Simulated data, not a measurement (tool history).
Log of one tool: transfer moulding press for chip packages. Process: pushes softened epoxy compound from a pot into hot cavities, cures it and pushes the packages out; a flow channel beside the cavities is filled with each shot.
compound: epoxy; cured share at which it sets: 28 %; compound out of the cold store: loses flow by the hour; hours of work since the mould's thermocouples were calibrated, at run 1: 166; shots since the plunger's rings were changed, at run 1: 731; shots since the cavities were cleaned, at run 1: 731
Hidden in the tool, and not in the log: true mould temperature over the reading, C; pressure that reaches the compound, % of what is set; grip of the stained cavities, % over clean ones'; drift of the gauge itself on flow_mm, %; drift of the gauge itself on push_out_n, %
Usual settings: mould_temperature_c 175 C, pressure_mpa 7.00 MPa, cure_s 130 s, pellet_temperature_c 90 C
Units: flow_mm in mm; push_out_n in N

run	hour	mould_temperature_c	pressure_mpa	cure_s	pellet_temperature_c	hours of work since the mould's thermocouples were calibrated	shots since the plunger's rings were changed	shots since the cavities were cleaned	incoming compound's hours out of the cold store	flow_mm	push_out_n
1	0.0	175	7.00	130	90	166	731	731	47.3	793	616
2	21.1	175	7.00	130	90	180	931	931	33.9	838	667
3	34.4	172	7.00	130	90	190	1057	1057	42.9	807	787
# hour 38.5: cavities cleaned with cleaning compound and waxed
4	55.2	172	7.00	130	90	203	1239	158	15.1	921	700
5	65.7	172	7.00	130	90	210	1338	257	24.8	879	699
6	86.5	175	7.00	130	90	225	1535	454	36.5	823	605
7	96.3	177	7.00	130	90	231	1628	547	32.6	832	571
8	112.6	177	7.00	159	90	243	1782	701	10.8	914	561
9	122.8	177	7.00	159	90	250	1878	797	9.7	919	547
10	142.5	175	7.00	130	90	263	2065	984	12.8	907	699
# hour 154.8: cavities cleaned with cleaning compound and waxed
11	160.7	175	7.00	130	90	275	2223	56	26.4	850	521
12	179.7	175	7.00	130	90	288	2402	235	17.9	886	587
13	202.3	178	7.00	130	90	304	2616	449	41.9	780	550
14	221.0	175	6.05	130	90	317	2793	626	31.4	770	640
15	230.6	174	6.05	137	90	324	2884	717	37.6	744	614
# hour 248.4: plunger's sealing rings changed
16	255.6	167	7.00	113	90	339	68	930	37.9	859	1416

The next listed run, before its measurement:
17	268.8	177	5.24	154	90	348	192	1054	13.3	?	?

{"run 17": {"flow_mm": 807, "push_out_n": 597}}
Without the tool's hidden state the same run would have given flow_mm 811 mm, push_out_n 429 N.
